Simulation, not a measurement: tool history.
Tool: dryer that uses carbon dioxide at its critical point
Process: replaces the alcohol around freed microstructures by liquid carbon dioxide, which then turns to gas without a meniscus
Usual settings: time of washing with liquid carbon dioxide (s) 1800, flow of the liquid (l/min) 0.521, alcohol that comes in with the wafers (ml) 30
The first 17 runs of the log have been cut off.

run	day	time of washing with liquid carbon dioxide (s)	flow of the liquid (l/min)	alcohol that comes in with the wafers (ml)	hours of work since the filter was changed	hours of work since the purifier's bed was changed	alcohol left in the vessel before it's heated (ppm by volume)
18	14.867	1800	0.500	30	190	419	116
19	16.117	1800	0.521	26	199	428	113
20	16.858	1800	0.343	30	205	434	292
21	17.758	1800	0.521	30	212	441	120
22	18.288	1800	0.521	30	216	445	111
23	19.483	2700	0.730	30	225	454	114
24	20.508	1800	0.521	90	233	462	159
25	21.250	1800	0.521	90	239	468	155
26	22.092	2580	0.521	30	245	474	114
27	23.258	1800	0.662	82	254	483	119
28	23.950	1800	0.662	82	259	489	112
# day 24.521: inlet filter changed
29	24.638	2760	0.629	82	1	494	111
30	25.229	1500	0.486	30	5	498	164
31	25.946	2100	0.521	112	11	504	132
32	26.508	2100	0.521	112	15	508	127
33	27.692	2100	0.521	112	24	517	134
34	28.592	2100	0.521	112	31	524	127
35	29.692	2100	0.521	112	40	532	139
36	30.704	2100	0.521	112	47	540	134
37	31.246	2100	0.521	112	52	544	134
38	31.921	2100	0.521	112	57	549	138
39	33.221	2100	0.521	112	67	559	146
40	33.817	1680	0.810	30	71	564	136
41	34.500	1680	0.810	30	77	569	132

5 ways to go on from here, each from the tool as it stands after run 41. What would each give?
A	35.479	1500	0.786	30	84	577	?
B	35.479	1800	0.521	74	84	577	?
C	35.479	2220	0.810	30	84	577	?
D	35.479	1620	0.402	30	84	577	?
E	35.479	1860	0.437	42	84	577	?

run	alcohol left in the vessel before it's heated (ppm by volume)
A	137
B	168
C	141
D	242
E	181
The same runs, with their run-to-run variation unchanged, on a tool lacking any hidden condition would have given:
run	alcohol left in the vessel before it's heated (ppm by volume)
A	8
B	37
C	14
D	106
E	47

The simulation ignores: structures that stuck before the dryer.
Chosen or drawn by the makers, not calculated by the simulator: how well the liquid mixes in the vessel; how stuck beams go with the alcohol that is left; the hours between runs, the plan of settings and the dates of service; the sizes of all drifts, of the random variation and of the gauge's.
